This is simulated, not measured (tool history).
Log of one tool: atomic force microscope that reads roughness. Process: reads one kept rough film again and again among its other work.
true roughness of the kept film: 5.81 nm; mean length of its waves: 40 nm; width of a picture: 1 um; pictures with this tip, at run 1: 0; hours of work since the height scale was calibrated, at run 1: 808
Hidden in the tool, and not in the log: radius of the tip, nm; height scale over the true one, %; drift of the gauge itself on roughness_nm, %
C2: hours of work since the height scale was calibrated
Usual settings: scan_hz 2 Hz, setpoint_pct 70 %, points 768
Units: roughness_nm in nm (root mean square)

Run 1, hour 0: usual settings; pictures with this tip 0; C2 808. Result: roughness_nm 4.935 nm (root mean square).
Run 2, hour 49.1: usual settings; pictures with this tip 88; C2 841. Result: roughness_nm 4.95 nm (root mean square).
Run 3, hour 91.8: usual settings; pictures with this tip 164; C2 870. Result: roughness_nm 4.973 nm (root mean square).
Run 4, hour 122.8: usual settings; pictures with this tip 219; C2 890. Result: roughness_nm 4.946 nm (root mean square).
Run 5, hour 144.1: usual settings but points 945; pictures with this tip 257; C2 904. Result: roughness_nm 4.928 nm (root mean square).
Run 6, hour 171.3: usual settings but points 945; pictures with this tip 305; C2 922. Result: roughness_nm 4.945 nm (root mean square).
Run 7, hour 213.6: usual settings but points 331; pictures with this tip 380; C2 951. Result: roughness_nm 4.93 nm (root mean square).
At hour 217: new tip fitted.
Run 8, hour 250.4: usual settings but points 331; pictures with this tip 59; C2 975. Result: roughness_nm 4.935 nm (root mean square).
Run 9, hour 285.6: usual settings but setpoint_pct 56 %; pictures with this tip 122; C2 998. Result: roughness_nm 5.118 nm (root mean square).
Run 10, hour 315.2: usual settings but setpoint_pct 56 %; pictures with this tip 175; C2 1018. Result: roughness_nm 5.146 nm (root mean square).
Run 11, hour 345.4: usual settings but setpoint_pct 56 %; pictures with this tip 228; C2 1038. Result: roughness_nm 5.163 nm (root mean square).
Run 12, hour 379.8: usual settings but setpoint_pct 56 %; pictures with this tip 290; C2 1061. Result: roughness_nm 5.11 nm (root mean square).
Run 13, hour 404.9: usual settings; pictures with this tip 334; C2 1078. Result: roughness_nm 4.965 nm (root mean square).
Run 14, hour 427.1: usual settings; pictures with this tip 374; C2 1092. Result: roughness_nm 4.954 nm (root mean square).
At hour 434.2: new tip fitted.
Run 15, hour 452.9: usual settings but scan_hz 1.56 Hz; pictures with this tip 33; C2 1109. Result: roughness_nm 4.99 nm (root mean square).
Run 16, hour 478.5: usual settings but scan_hz 1.56 Hz; pictures with this tip 78; C2 1126. Result: roughness_nm 5.033 nm (root mean square).
Run 17, hour 506.1: usual settings but scan_hz 1.56 Hz; pictures with this tip 127; C2 1145. Result: roughness_nm 5.029 nm (root mean square).
Run 18, hour 549.7: usual settings but scan_hz 1.56 Hz; pictures with this tip 205; C2 1174. Result: roughness_nm 5.064 nm (root mean square).
Run 19, hour 572.3: usual settings but scan_hz 3.56 Hz, setpoint_pct 90 %, points 961; pictures with this tip 245; C2 1189. Result: roughness_nm 4.032 nm (root mean square).
Run 20, hour 594.7: usual settings but scan_hz 3.56 Hz, setpoint_pct 90 %, points 961; pictures with this tip 285; C2 1204. Result: roughness_nm 4.044 nm (root mean square).
Run 21, hour 638.7: usual settings but scan_hz 3.39 Hz, points 323; pictures with this tip 364; C2 1233. Result: roughness_nm 4.707 nm (root mean square).
At hour 651.4: new tip fitted.
Run 22, hour 662: usual settings but scan_hz 3.39 Hz, points 323; pictures with this tip 19; C2 1248. Result: roughness_nm 4.738 nm (root mean square).
Run 23, hour 710.2: usual settings but scan_hz 3.15 Hz, setpoint_pct 71 %, points 777; pictures with this tip 105; C2 1280. Result: roughness_nm 4.75 nm (root mean square).
Run 24, hour 754.2: usual settings but setpoint_pct 64 %, points 1017; pictures with this tip 183; C2 1309. Result: roughness_nm 5.027 nm (root mean square).
Run 25, hour 802.1: usual settings but scan_hz 0.68 Hz, points 1019; pictures with this tip 269; C2 1341. Result: roughness_nm 5.154 nm (root mean square).
At hour 810.1: height scale calibrated on a step standard.
Run 26, hour 855.1: usual settings but scan_hz 2.81 Hz, setpoint_pct 61 %, points 450; pictures with this tip 361; C2 30. Result: roughness_nm 4.979 nm (root mean square).
At hour 867.4: new tip fitted.
Run 27, hour 900.2: usual settings but scan_hz 2.81 Hz, setpoint_pct 61 %, points 450; pictures with this tip 59; C2 60. Result: roughness_nm 5.053 nm (root mean square).
Run 28, hour 927.7: usual settings but scan_hz 3.04 Hz, points 298; pictures with this tip 108; C2 78. Result: roughness_nm 4.785 nm (root mean square).
Run 29, hour 954.8: usual settings but setpoint_pct 68 %, points 432; pictures with this tip 156; C2 96. Result: roughness_nm 4.981 nm (root mean square).

How the hidden state differs across the entries between the runs, from the last listed run before each to the first after it:
Between runs 7 and 8: new tip fitted (hour 217)
  radius of the tip, nm: 7.2 -> 7
Between runs 14 and 15: new tip fitted (hour 434.2)
  radius of the tip, nm: 7.2 -> 7
Between runs 21 and 22: new tip fitted (hour 651.4)
  radius of the tip, nm: 7.2 -> 7
Between runs 25 and 26: height scale calibrated on a step standard (hour 810.1)
  radius of the tip, nm: 7.1 -> 7.2; height scale over the true one, %: -0.02 -> 0
Between runs 26 and 27: new tip fitted (hour 867.4)
  radius of the tip, nm: 7.2 -> 7
